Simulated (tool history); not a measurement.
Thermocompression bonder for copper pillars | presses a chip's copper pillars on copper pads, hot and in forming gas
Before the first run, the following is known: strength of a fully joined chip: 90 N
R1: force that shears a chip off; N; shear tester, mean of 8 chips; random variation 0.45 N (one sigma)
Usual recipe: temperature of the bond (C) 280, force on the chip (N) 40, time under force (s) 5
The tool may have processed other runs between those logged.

{"run": 1, "hour": 0.0, "temperature of the bond (C)": 280, "force on the chip (N)": 40, "time under force (s)": 5, "R1": 31.6}
{"run": 2, "hour": 51.7, "temperature of the bond (C)": 280, "force on the chip (N)": 40, "time under force (s)": 5, "R1": 31.3}
{"run": 3, "hour": 103.1, "temperature of the bond (C)": 298, "force on the chip (N)": 40, "time under force (s)": 5, "R1": 40.3}
{"hour": 120.1, "done": "forming gas filter changed"}
{"run": 4, "hour": 143.2, "temperature of the bond (C)": 298, "force on the chip (N)": 40, "time under force (s)": 5, "R1": 40.9}
{"run": 5, "hour": 167.6, "temperature of the bond (C)": 298, "force on the chip (N)": 40, "time under force (s)": 5, "R1": 40.7}
{"run": 6, "hour": 203.3, "temperature of the bond (C)": 298, "force on the chip (N)": 40, "time under force (s)": 5, "R1": 40.1}
{"run": 7, "hour": 249.7, "temperature of the bond (C)": 280, "force on the chip (N)": 40, "time under force (s)": 4, "R1": 28.9}
{"hour": 256.9, "done": "forming gas filter changed"}
{"run": 8, "hour": 298.6, "temperature of the bond (C)": 280, "force on the chip (N)": 40, "time under force (s)": 4, "R1": 28.8}
{"run": 9, "hour": 341.5, "temperature of the bond (C)": 280, "force on the chip (N)": 40, "time under force (s)": 4, "R1": 29.4}
{"run": 10, "hour": 381.1, "temperature of the bond (C)": 280, "force on the chip (N)": 40, "time under force (s)": 4, "R1": 29.3}
{"hour": 392.3, "done": "forming gas filter changed"}
{"run": 11, "hour": 416.9, "temperature of the bond (C)": 280, "force on the chip (N)": 40, "time under force (s)": 7, "R1": 35.7}
{"run": 12, "hour": 459.5, "temperature of the bond (C)": 280, "force on the chip (N)": 40, "time under force (s)": 7, "R1": 36.8}
{"hour": 488.1, "done": "heater calibrated with a thermocouple chip"}
{"run": 13, "hour": 511.5, "temperature of the bond (C)": 285, "force on the chip (N)": 40, "time under force (s)": 5, "R1": 34.6}
{"hour": 531.4, "done": "forming gas filter changed"}
{"run": 14, "hour": 551.0, "temperature of the bond (C)": 280, "force on the chip (N)": 40, "time under force (s)": 5, "R1": 32.2}
{"run": 15, "hour": 575.7, "temperature of the bond (C)": 280, "force on the chip (N)": 40, "time under force (s)": 5, "R1": 31.6}
{"run": 16, "hour": 600.2, "temperature of the bond (C)": 271, "force on the chip (N)": 40, "time under force (s)": 5, "R1": 27.5}
{"run": 17, "hour": 632.7, "temperature of the bond (C)": 271, "force on the chip (N)": 40, "time under force (s)": 5, "R1": 27.1}
{"hour": 667.5, "done": "forming gas filter changed"}
{"run": 18, "hour": 670.8, "temperature of the bond (C)": 280, "force on the chip (N)": 40, "time under force (s)": 5, "R1": 31.4}
{"hour": 708.2, "done": "force cell calibrated"}
{"run": 19, "hour": 719.8, "temperature of the bond (C)": 280, "force on the chip (N)": 40, "time under force (s)": 5, "R1": 30.8}
{"run": 20, "hour": 753.5, "temperature of the bond (C)": 296, "force on the chip (N)": 40, "time under force (s)": 9, "R1": 48.4}
{"run": 21, "hour": 776.5, "temperature of the bond (C)": 289, "force on the chip (N)": 46, "time under force (s)": 9, "R1": 49.3}
{"run": 22, "hour": 802.1, "temperature of the bond (C)": 289, "force on the chip (N)": 46, "time under force (s)": 9, "R1": 49.7}
{"hour": 806.0, "done": "forming gas filter changed"}
{"run": 23, "hour": 845.5, "temperature of the bond (C)": 255, "force on the chip (N)": 57, "time under force (s)": 14, "R1": 41.4}
{"run": 24, "hour": 872.4, "temperature of the bond (C)": 255, "force on the chip (N)": 57, "time under force (s)": 14, "R1": 42.4}
{"run": 25, "hour": 894.3, "temperature of the bond (C)": 269, "force on the chip (N)": 38, "time under force (s)": 14, "R1": 38.8}
{"run": 26, "hour": 936.5, "temperature of the bond (C)": 294, "force on the chip (N)": 40, "time under force (s)": 5, "R1": 38.2}
{"hour": 941.3, "done": "forming gas filter changed"}
{"run": 27, "hour": 973.5, "temperature of the bond (C)": 280, "force on the chip (N)": 25, "time under force (s)": 3, "R1": 17.5}
{"run": 28, "hour": 1017.3, "temperature of the bond (C)": 280, "force on the chip (N)": 25, "time under force (s)": 3, "R1": 16.9}
{"run": 29, "hour": 1055.7, "temperature of the bond (C)": 280, "force on the chip (N)": 25, "time under force (s)": 3, "R1": 17.4}
{"hour": 1078.8, "done": "forming gas filter changed"}
{"run": 30, "hour": 1087.8, "temperature of the bond (C)": 306, "force on the chip (N)": 40, "time under force (s)": 12, "R1": 59}
{"run": 31, "hour": 1114.6, "temperature of the bond (C)": 252, "force on the chip (N)": 40, "time under force (s)": 11, "R1": 28.1}
{"run": 32, "hour": 1168.9, "temperature of the bond (C)": 274, "force on the chip (N)": 31, "time under force (s)": 11, "R1": 32.2}
{"run": 33, "hour": 1191.4, "temperature of the bond (C)": 269, "force on the chip (N)": 40, "time under force (s)": 4, "R1": 25}
{"hour": 1217.5, "done": "forming gas filter changed"}
{"run": 34, "hour": 1231.0, "temperature of the bond (C)": 288, "force on the chip (N)": 41, "time under force (s)": 4, "R1": 32.5}
{"run": 35, "hour": 1267.5, "temperature of the bond (C)": 288, "force on the chip (N)": 35, "time under force (s)": 14, "R1": 46.3}
{"run": 36, "hour": 1317.1, "temperature of the bond (C)": 304, "force on the chip (N)": 50, "time under force (s)": 14, "R1": 67.4}

Each row is a separate what-if for the run after 36, all from the same tool condition, not one after another. Results?
{"hour": 1352.1, "done": "forming gas filter changed"}
{"run": "A", "hour": 1357.3, "temperature of the bond (C)": 300, "force on the chip (N)": 47, "time under force (s)": 7, "R1": "?"}
{"hour": 1352.1, "done": "forming gas filter changed"}
{"run": "B", "hour": 1357.3, "temperature of the bond (C)": 304, "force on the chip (N)": 50, "time under force (s)": 11, "R1": "?"}
{"hour": 1352.1, "done": "forming gas filter changed"}
{"run": "C", "hour": 1357.3, "temperature of the bond (C)": 264, "force on the chip (N)": 59, "time under force (s)": 8, "R1": "?"}
{"hour": 1352.1, "done": "forming gas filter changed"}
{"run": "D", "hour": 1357.3, "temperature of the bond (C)": 283, "force on the chip (N)": 40, "time under force (s)": 4, "R1": "?"}
{"hour": 1352.1, "done": "forming gas filter changed"}
{"run": "E", "hour": 1357.3, "temperature of the bond (C)": 268, "force on the chip (N)": 56, "time under force (s)": 11, "R1": "?"}

run=A R1=51.9
run=B R1=62.9
run=C R1=40.4
run=D R1=30
run=E R1=46.2
With the hidden condition removed and each run's random variation left untouched, the same runs would have given:
run=A R1=51.9
run=B R1=63
run=C R1=40.5
run=D R1=30
run=E R1=46.2

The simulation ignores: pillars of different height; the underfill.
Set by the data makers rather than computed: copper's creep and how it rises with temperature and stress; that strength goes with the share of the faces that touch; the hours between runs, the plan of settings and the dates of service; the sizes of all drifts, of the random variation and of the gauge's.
